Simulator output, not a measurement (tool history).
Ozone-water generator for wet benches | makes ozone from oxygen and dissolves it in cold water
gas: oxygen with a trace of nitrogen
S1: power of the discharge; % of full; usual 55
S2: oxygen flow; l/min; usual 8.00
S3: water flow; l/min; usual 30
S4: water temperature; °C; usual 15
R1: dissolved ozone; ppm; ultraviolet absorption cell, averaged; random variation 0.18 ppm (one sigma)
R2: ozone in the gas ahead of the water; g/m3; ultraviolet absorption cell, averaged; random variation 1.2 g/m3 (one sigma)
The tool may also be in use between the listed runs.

run	hour	S1	S2	S3	S4	R1	R2
1	0.0	55	8.00	30	15	24.6	213.5
2	131.7	55	8.00	30	15	24.1	213.6
3	194.3	55	8.00	30	15	24.5	211.8
4	340.1	55	8.00	30	15	24.1	213.0
5	450.1	55	8.00	30	15	24.1	211.9
6	533.7	55	8.00	30	15	24.4	211.8
7	672.0	55	8.00	30	15	24.4	211.1
8	735.8	55	8.00	30	7	26.8	212.2
9	857.9	55	8.00	30	15	24.4	210.7
10	918.2	55	8.00	30	15	24.3	209.7
11	998.9	55	8.20	30	15	24.3	208.1
12	1119.3	56	8.00	30	15	24.6	212.0
13	1256.7	55	8.16	30	15	24.6	205.5
14	1352.0	55	8.16	30	15	24.3	206.0
15	1464.9	55	8.00	30	15	24.0	207.8
16	1609.5	55	8.00	30	12	25.1	210.1
17	1744.8	55	8.00	31	12	24.5	205.9
18	1853.5	53	5.14	31	14	23.4	271.5
19	1975.1	53	5.14	25	14	28.7	268.6
20	2066.3	53	4.57	24	9	31.6	294.2
21	2155.2	55	4.63	30	9	25.9	296.9
# hour 2250.8: gauge calibrated
22	2256.6	74	8.00	30	15	30.6	266.0
23	2382.6	73	9.26	30	15	29.4	237.3
24	2443.0	45	8.00	35	15	17.9	183.0
25	2518.1	43	6.77	26	15	23.1	198.1
26	2632.0	43	6.77	26	15	23.0	198.5
27	2720.1	90	6.77	41	15	25.6	339.7
28	2846.4	71	6.77	41	15	21.4	285.3
29	2953.8	71	6.77	41	15	21.7	286.9
30	3073.6	71	6.77	41	15	21.4	283.0
31	3140.8	71	6.77	41	15	21.7	285.0
32	3260.2	71	6.77	41	15	21.2	284.6

5 ways to go on from here, each from the tool as it stands after run 32. What would each give?
A	3322.8	98	8.00	20	15	?	?
B	3322.8	71	11.25	37	15	?	?
C	3322.8	71	6.77	24	12	?	?
D	3322.8	96	8.00	46	19	?	?
E	3322.8	71	4.02	29	19	?	?

run	R1	R2
A	51.6	320.9
B	23.4	203.7
C	37.6	285.6
D	22.6	314.5
E	29.2	401.9
Without the tool's hidden state the same runs would have given:
run	R1	R2
A	51.7	325.6
B	23.5	206.6
C	37.6	289.6
D	22.7	319.0
E	29.2	407.6
